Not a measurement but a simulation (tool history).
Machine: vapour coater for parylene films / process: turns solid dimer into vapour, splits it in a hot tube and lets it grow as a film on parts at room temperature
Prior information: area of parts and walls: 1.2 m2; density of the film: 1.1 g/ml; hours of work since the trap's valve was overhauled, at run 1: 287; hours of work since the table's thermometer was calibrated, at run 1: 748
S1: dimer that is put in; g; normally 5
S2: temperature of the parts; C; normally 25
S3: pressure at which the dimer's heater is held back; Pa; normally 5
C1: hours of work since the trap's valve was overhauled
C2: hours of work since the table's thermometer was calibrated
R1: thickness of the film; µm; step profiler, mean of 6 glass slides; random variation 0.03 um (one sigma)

{"run": 1, "day": 0.0, "S1": 5, "S2": 25, "S3": 5, "C1": 287, "C2": 748, "R1": 2.58}
{"run": 2, "day": 1.029, "S1": 5, "S2": 25, "S3": 5, "C1": 305, "C2": 765, "R1": 2.59}
{"run": 3, "day": 1.675, "S1": 5, "S2": 25, "S3": 5, "C1": 316, "C2": 776, "R1": 2.59}
{"run": 4, "day": 2.183, "S1": 5, "S2": 25, "S3": 5, "C1": 325, "C2": 785, "R1": 2.57}
{"run": 5, "day": 3.275, "S1": 5, "S2": 25, "S3": 5, "C1": 343, "C2": 803, "R1": 2.52}
{"run": 6, "day": 4.175, "S1": 5, "S2": 25, "S3": 5, "C1": 358, "C2": 819, "R1": 2.54}
{"run": 7, "day": 4.708, "S1": 5, "S2": 25, "S3": 5, "C1": 367, "C2": 828, "R1": 2.51}
{"run": 8, "day": 5.204, "S1": 5, "S2": 20, "S3": 5, "C1": 376, "C2": 836, "R1": 2.97}
{"run": 9, "day": 6.258, "S1": 5, "S2": 25, "S3": 5, "C1": 394, "C2": 854, "R1": 2.54}
{"run": 10, "day": 7.262, "S1": 5, "S2": 25, "S3": 5, "C1": 411, "C2": 871, "R1": 2.52}
{"day": 7.479, "done": "trap's valve overhauled"}
{"run": 11, "day": 8.138, "S1": 5, "S2": 29, "S3": 5, "C1": 11, "C2": 883, "R1": 2.13}
{"run": 12, "day": 8.608, "S1": 5, "S2": 29, "S3": 5, "C1": 19, "C2": 891, "R1": 2.05}
{"run": 13, "day": 9.262, "S1": 5, "S2": 29, "S3": 2.72, "C1": 30, "C2": 902, "R1": 2.2}
{"run": 14, "day": 9.817, "S1": 5, "S2": 29, "S3": 2.34, "C1": 40, "C2": 912, "R1": 2.22}
{"day": 10.175, "done": "trap's valve overhauled, once more"}
{"run": 15, "day": 10.671, "S1": 3, "S2": 29, "S3": 2.28, "C1": 8, "C2": 923, "R1": 1.6}
{"run": 16, "day": 11.225, "S1": 5, "S2": 27, "S3": 5, "C1": 18, "C2": 933, "R1": 2.61}
{"run": 17, "day": 11.838, "S1": 5, "S2": 27, "S3": 5, "C1": 28, "C2": 943, "R1": 2.56}
{"run": 18, "day": 12.854, "S1": 5, "S2": 27, "S3": 5, "C1": 46, "C2": 960, "R1": 2.58}
{"run": 19, "day": 13.688, "S1": 7, "S2": 22, "S3": 10.76, "C1": 60, "C2": 975, "R1": 3.84}
{"run": 20, "day": 14.542, "S1": 3, "S2": 33, "S3": 8.02, "C1": 74, "C2": 989, "R1": 1.2}
{"run": 21, "day": 15.333, "S1": 3, "S2": 19, "S3": 2.26, "C1": 88, "C2": 1003, "R1": 2.17}
{"run": 22, "day": 16.15, "S1": 3, "S2": 19, "S3": 2.26, "C1": 102, "C2": 1016, "R1": 2.15}
{"run": 23, "day": 16.9, "S1": 7, "S2": 19, "S3": 2.26, "C1": 114, "C2": 1029, "R1": 5.01}
{"run": 24, "day": 17.796, "S1": 7, "S2": 19, "S3": 2.26, "C1": 130, "C2": 1044, "R1": 4.96}

5 options for the next run, each taken on its own from the tool as it stands now. Forecast them:
{"run": "A", "day": 18.779, "S1": 5, "S2": 26, "S3": 3.23, "C1": 146, "C2": 1061, "R1": "?"}
{"run": "B", "day": 18.779, "S1": 4, "S2": 35, "S3": 3.37, "C1": 146, "C2": 1061, "R1": "?"}
{"run": "C", "day": 18.779, "S1": 5, "S2": 25, "S3": 5, "C1": 146, "C2": 1061, "R1": "?"}
{"run": "D", "day": 18.779, "S1": 5, "S2": 21, "S3": 3.66, "C1": 146, "C2": 1061, "R1": "?"}
{"run": "E", "day": 18.779, "S1": 6, "S2": 22, "S3": 2.26, "C1": 146, "C2": 1061, "R1": "?"}

run=A R1=2.74
run=B R1=1.63
run=C R1=2.67
run=D R1=3.11
run=E R1=3.91
Stripped of hidden state, with their random variation kept, the same runs would have yielded:
run=A R1=2.89
run=B R1=1.72
run=C R1=2.82
run=D R1=3.28
run=E R1=4.13
